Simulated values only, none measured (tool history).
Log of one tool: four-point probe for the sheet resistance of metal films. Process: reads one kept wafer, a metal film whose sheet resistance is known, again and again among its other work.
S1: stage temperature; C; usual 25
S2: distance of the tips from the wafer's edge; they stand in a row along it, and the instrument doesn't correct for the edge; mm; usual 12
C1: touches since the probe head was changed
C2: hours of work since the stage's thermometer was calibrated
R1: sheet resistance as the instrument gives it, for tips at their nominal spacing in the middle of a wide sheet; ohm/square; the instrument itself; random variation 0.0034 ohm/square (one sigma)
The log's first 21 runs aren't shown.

{"run": 22, "day": 49.125, "S1": 35, "S2": 12, "C1": 17469, "C2": 1011, "R1": 17.008278}
{"run": 23, "day": 51.942, "S1": 35, "S2": 12, "C1": 20861, "C2": 1057, "R1": 16.995872}
{"run": 24, "day": 55.042, "S1": 29, "S2": 13, "C1": 24600, "C2": 1109, "R1": 16.999256}
{"run": 25, "day": 56.883, "S1": 22, "S2": 11, "C1": 26819, "C2": 1139, "R1": 16.976773}
{"run": 26, "day": 60.062, "S1": 22, "S2": 11, "C1": 30648, "C2": 1192, "R1": 16.974977}
{"run": 27, "day": 62.058, "S1": 27, "S2": 13, "C1": 33053, "C2": 1225, "R1": 16.984104}
{"run": 28, "day": 64.054, "S1": 20, "S2": 10, "C1": 35462, "C2": 1258, "R1": 16.978281}
{"run": 29, "day": 65.521, "S1": 29, "S2": 15, "C1": 37228, "C2": 1282, "R1": 16.983583}
{"run": 30, "day": 67.567, "S1": 25, "S2": 16, "C1": 39692, "C2": 1316, "R1": 16.974561}
{"day": 68.196, "done": "stage's thermometer calibrated"}
{"run": 31, "day": 69.95, "S1": 24, "S2": 68, "C1": 42542, "C2": 29, "R1": 16.962606}
{"run": 32, "day": 72.371, "S1": 24, "S2": 68, "C1": 45460, "C2": 69, "R1": 16.967602}
{"run": 33, "day": 75.329, "S1": 24, "S2": 68, "C1": 49024, "C2": 118, "R1": 16.965536}
{"run": 34, "day": 77.796, "S1": 23, "S2": 75, "C1": 51995, "C2": 159, "R1": 16.952219}
{"run": 35, "day": 79.483, "S1": 21, "S2": 28, "C1": 54032, "C2": 187, "R1": 16.962917}
{"run": 36, "day": 82.525, "S1": 24, "S2": 12, "C1": 57698, "C2": 237, "R1": 16.980839}
{"run": 37, "day": 84.692, "S1": 25, "S2": 75, "C1": 60309, "C2": 273, "R1": 16.966875}
{"day": 86.196, "done": "new probe head fitted"}
{"run": 38, "day": 87.562, "S1": 25, "S2": 4, "C1": 1645, "C2": 320, "R1": 17.11323}
{"run": 39, "day": 89.133, "S1": 20, "S2": 25, "C1": 3542, "C2": 346, "R1": 16.956601}
{"run": 40, "day": 92.158, "S1": 19, "S2": 47, "C1": 7183, "C2": 396, "R1": 16.959478}
{"run": 41, "day": 94.35, "S1": 19, "S2": 47, "C1": 9827, "C2": 432, "R1": 16.953908}
{"run": 42, "day": 96.217, "S1": 23, "S2": 60, "C1": 12077, "C2": 463, "R1": 16.961473}
{"run": 43, "day": 99.096, "S1": 20, "S2": 21, "C1": 15548, "C2": 510, "R1": 16.95649}

3 ways to go on from here, each from the tool as it stands after run 43. What would each give?
{"run": "A", "day": 100.675, "S1": 30, "S2": 41, "C1": 17451, "C2": 537, "R1": "?"}
{"run": "B", "day": 100.675, "S1": 20, "S2": 11, "C1": 17451, "C2": 537, "R1": "?"}
{"run": "C", "day": 100.675, "S1": 26, "S2": 4, "C1": 17451, "C2": 537, "R1": "?"}

run=A R1=16.981695
run=B R1=16.968613
run=C R1=17.114187
Without the tool's hidden state the same runs would have given:
run=A R1=16.981833
run=B R1=16.968753
run=C R1=17.114327
